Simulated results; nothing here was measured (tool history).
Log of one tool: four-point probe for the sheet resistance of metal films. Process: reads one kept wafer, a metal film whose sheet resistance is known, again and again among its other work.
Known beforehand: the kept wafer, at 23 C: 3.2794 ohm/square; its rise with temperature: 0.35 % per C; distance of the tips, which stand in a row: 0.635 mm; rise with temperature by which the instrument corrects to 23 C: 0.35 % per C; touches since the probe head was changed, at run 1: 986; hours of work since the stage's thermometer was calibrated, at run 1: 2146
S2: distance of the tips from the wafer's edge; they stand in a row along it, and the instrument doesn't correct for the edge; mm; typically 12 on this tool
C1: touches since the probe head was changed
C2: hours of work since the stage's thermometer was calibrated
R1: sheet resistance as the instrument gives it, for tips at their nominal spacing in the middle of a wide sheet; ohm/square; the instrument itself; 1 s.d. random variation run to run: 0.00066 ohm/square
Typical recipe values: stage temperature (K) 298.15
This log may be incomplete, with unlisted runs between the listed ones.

{"run": 1, "hour": 0.0, "stage temperature (K)": 298.15, "S2": 12, "C1": 986, "C2": 2146, "R1": 3.283304}
{"run": 2, "hour": 22.0, "stage temperature (K)": 291.15, "S2": 12, "C1": 1228, "C2": 2158, "R1": 3.284094}
{"run": 3, "hour": 47.8, "stage temperature (K)": 291.15, "S2": 12, "C1": 1513, "C2": 2172, "R1": 3.283712}
{"run": 4, "hour": 77.6, "stage temperature (K)": 291.15, "S2": 6, "C1": 1840, "C2": 2187, "R1": 3.298536}
{"run": 5, "hour": 112.2, "stage temperature (K)": 298.15, "S2": 12, "C1": 2222, "C2": 2206, "R1": 3.285058}
{"run": 6, "hour": 132.2, "stage temperature (K)": 295.15, "S2": 12, "C1": 2442, "C2": 2216, "R1": 3.284561}
{"run": 7, "hour": 148.4, "stage temperature (K)": 295.15, "S2": 12, "C1": 2620, "C2": 2225, "R1": 3.284447}
{"run": 8, "hour": 183.9, "stage temperature (K)": 295.15, "S2": 12, "C1": 3011, "C2": 2244, "R1": 3.285051}
{"run": 9, "hour": 214.7, "stage temperature (K)": 295.15, "S2": 12, "C1": 3350, "C2": 2260, "R1": 3.283762}
{"run": 10, "hour": 229.9, "stage temperature (K)": 295.15, "S2": 12, "C1": 3517, "C2": 2268, "R1": 3.283946}
{"run": 11, "hour": 253.9, "stage temperature (K)": 298.15, "S2": 12, "C1": 3782, "C2": 2281, "R1": 3.285156}
{"run": 12, "hour": 279.3, "stage temperature (K)": 298.15, "S2": 12, "C1": 4061, "C2": 2295, "R1": 3.283963}
{"run": 13, "hour": 299.5, "stage temperature (K)": 299.15, "S2": 12, "C1": 4285, "C2": 2305, "R1": 3.285247}
{"run": 14, "hour": 325.9, "stage temperature (K)": 299.15, "S2": 12, "C1": 4575, "C2": 2319, "R1": 3.286033}
{"run": 15, "hour": 353.9, "stage temperature (K)": 299.15, "S2": 12, "C1": 4883, "C2": 2334, "R1": 3.285742}
{"run": 16, "hour": 371.5, "stage temperature (K)": 299.15, "S2": 12, "C1": 5077, "C2": 2344, "R1": 3.284104}
{"run": 17, "hour": 403.9, "stage temperature (K)": 299.15, "S2": 12, "C1": 5434, "C2": 2361, "R1": 3.284792}
{"run": 18, "hour": 435.8, "stage temperature (K)": 304.15, "S2": 12, "C1": 5785, "C2": 2378, "R1": 3.285701}
{"run": 19, "hour": 451.7, "stage temperature (K)": 304.15, "S2": 12, "C1": 5960, "C2": 2386, "R1": 3.284845}
{"run": 20, "hour": 468.8, "stage temperature (K)": 304.15, "S2": 12, "C1": 6148, "C2": 2395, "R1": 3.28642}
{"run": 21, "hour": 501.9, "stage temperature (K)": 301.15, "S2": 12, "C1": 6513, "C2": 2413, "R1": 3.285687}
{"run": 22, "hour": 528.4, "stage temperature (K)": 298.15, "S2": 32, "C1": 6805, "C2": 2427, "R1": 3.279293}

Estimate the outcome of run 23 from the log above:
{"run": 23, "hour": 548.7, "stage temperature (K)": 293.15, "S2": 70, "C1": 7028, "C2": 2438, "R1": "?"}

R1: 3.279792 ohm/square
Were there no unlogged condition in the tool, this run, its random variation unchanged, would have produced R1 3.279547 ohm/square.

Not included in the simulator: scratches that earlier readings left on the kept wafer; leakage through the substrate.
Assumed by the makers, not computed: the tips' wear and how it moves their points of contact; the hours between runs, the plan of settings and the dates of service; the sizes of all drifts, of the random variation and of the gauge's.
